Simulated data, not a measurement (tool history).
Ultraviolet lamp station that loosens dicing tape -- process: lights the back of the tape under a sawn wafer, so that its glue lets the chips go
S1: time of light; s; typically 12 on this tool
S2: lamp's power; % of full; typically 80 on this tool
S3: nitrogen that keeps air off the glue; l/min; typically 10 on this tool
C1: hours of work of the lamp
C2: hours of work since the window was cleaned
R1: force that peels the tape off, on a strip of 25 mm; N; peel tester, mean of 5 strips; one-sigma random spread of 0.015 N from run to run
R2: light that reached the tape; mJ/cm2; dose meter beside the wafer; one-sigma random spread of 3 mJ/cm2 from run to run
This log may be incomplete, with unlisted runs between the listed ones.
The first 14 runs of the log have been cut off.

run	day	S1	S2	S3	C1	C2	R1	R2
15	17.642	17	80	10	570	56	1.010	374
# day 17.950: window cleaned of glue's vapour, once more
16	19.438	12	67	10	590	17	1.567	280
17	20.625	12	67	10	604	30	1.584	273
# day 21.433: lamp changed
18	22.454	12	67	10	12	51	0.996	369
19	24.229	12	67	10	32	71	1.056	366
20	25.317	18	80	10	44	83	0.321	643
21	26.958	21	97	18	63	102	0.113	903
22	28.458	20	82	16	80	119	0.181	716
23	29.929	22	80	10	97	136	0.222	754
24	31.471	13	85	10	114	153	0.621	469
25	32.979	12	80	12	131	170	0.773	405
26	33.908	23	77	12	142	181	0.205	740
27	35.562	16	65	13	161	200	0.665	428
28	36.808	11	80	10	175	214	1.084	357
29	37.617	11	80	10	184	223	1.099	356
30	38.821	11	82	10	198	237	1.021	366
31	40.242	12	80	8	214	253	1.096	381
32	41.517	7	80	10	228	267	2.005	220
33	42.775	21	87	4	243	282	0.576	714
34	44.179	21	87	4	258	298	0.588	695
35	45.825	21	87	4	277	316	0.609	680
36	46.958	12	68	12	290	329	1.252	302

Consider 3 possible next runs. They are alternatives, not a sequence: every one starts from the tool as it was left by run 36. What does each give?
A	47.829	21	77	7	300	339	?	?
B	47.829	7	74	19	300	339	?	?
C	47.829	12	98	12	300	339	?	?

run	R1	R2
A	0.523	589
B	1.965	189
C	0.696	436
Stripped of hidden state, with their random variation kept, the same runs would have yielded:
run	R1	R2
A	0.300	752
B	1.450	242
C	0.413	556

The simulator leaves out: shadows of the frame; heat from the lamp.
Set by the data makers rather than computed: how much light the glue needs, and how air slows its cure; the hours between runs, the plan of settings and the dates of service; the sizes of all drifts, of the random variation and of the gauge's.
